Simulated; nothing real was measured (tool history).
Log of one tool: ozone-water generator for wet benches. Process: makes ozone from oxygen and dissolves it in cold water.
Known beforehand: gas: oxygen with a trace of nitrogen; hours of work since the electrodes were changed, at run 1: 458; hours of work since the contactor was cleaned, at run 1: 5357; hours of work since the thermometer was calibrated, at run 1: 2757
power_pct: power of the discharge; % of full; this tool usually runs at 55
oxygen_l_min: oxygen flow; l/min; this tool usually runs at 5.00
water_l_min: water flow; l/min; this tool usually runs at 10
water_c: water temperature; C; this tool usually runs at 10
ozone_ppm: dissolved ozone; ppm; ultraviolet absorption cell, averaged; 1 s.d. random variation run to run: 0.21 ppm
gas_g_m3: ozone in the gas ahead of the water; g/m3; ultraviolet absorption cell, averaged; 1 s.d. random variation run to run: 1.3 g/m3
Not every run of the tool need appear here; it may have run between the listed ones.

run	hour	power_pct	oxygen_l_min	water_l_min	water_c	hours of work since the electrodes were changed	hours of work since the contactor was cleaned	hours of work since the thermometer was calibrated	ozone_ppm	gas_g_m3
1	0.0	55	5.00	10	10	458	5357	2757	30.5	230.7
2	53.2	55	5.00	10	10	494	5392	2793	30.5	230.3
3	153.3	55	8.20	10	10	561	5460	2861	27.2	169.1
4	223.6	55	8.20	10	10	609	5507	2908	27.2	171.2
# hour 291.6: water thermometer calibrated
5	327.8	55	8.20	10	11	678	5577	24	26.2	172.1
6	409.6	55	8.20	10	11	734	5632	80	26.5	171.9
7	494.4	55	8.20	10	11	791	5690	137	26.7	170.6
8	565.9	55	5.00	14	10	839	5738	185	22.9	231.1
9	652.7	55	5.00	10	10	898	5796	244	30.3	232.2
10	727.7	55	5.00	10	10	948	5847	294	30.6	231.0
11	792.7	55	5.00	10	10	992	5891	338	30.3	235.4
12	870.0	55	2.57	10	10	1044	5943	390	31.9	352.1
13	929.4	55	2.57	10	10	1084	5983	430	32.0	352.4
14	993.4	55	2.57	10	10	1127	6026	473	32.3	358.0
15	1042.2	67	3.72	10	11	1160	6059	506	35.7	320.5
16	1092.7	55	5.00	7	10	1194	6093	540	39.5	234.2
17	1189.7	55	5.00	7	10	1260	6158	606	39.0	238.1

Estimate the outcome of run 18 from the log above:
18	1244.2	92	5.00	9	10	1296	6195	642	?	?

{"run 18": {"ozone_ppm": 45.9, "gas_g_m3": 329.1}}
On a tool with no hidden condition, and with the same random variation, this run would have come out at ozone_ppm 45.9 ppm, gas_g_m3 321.6 g/m3.
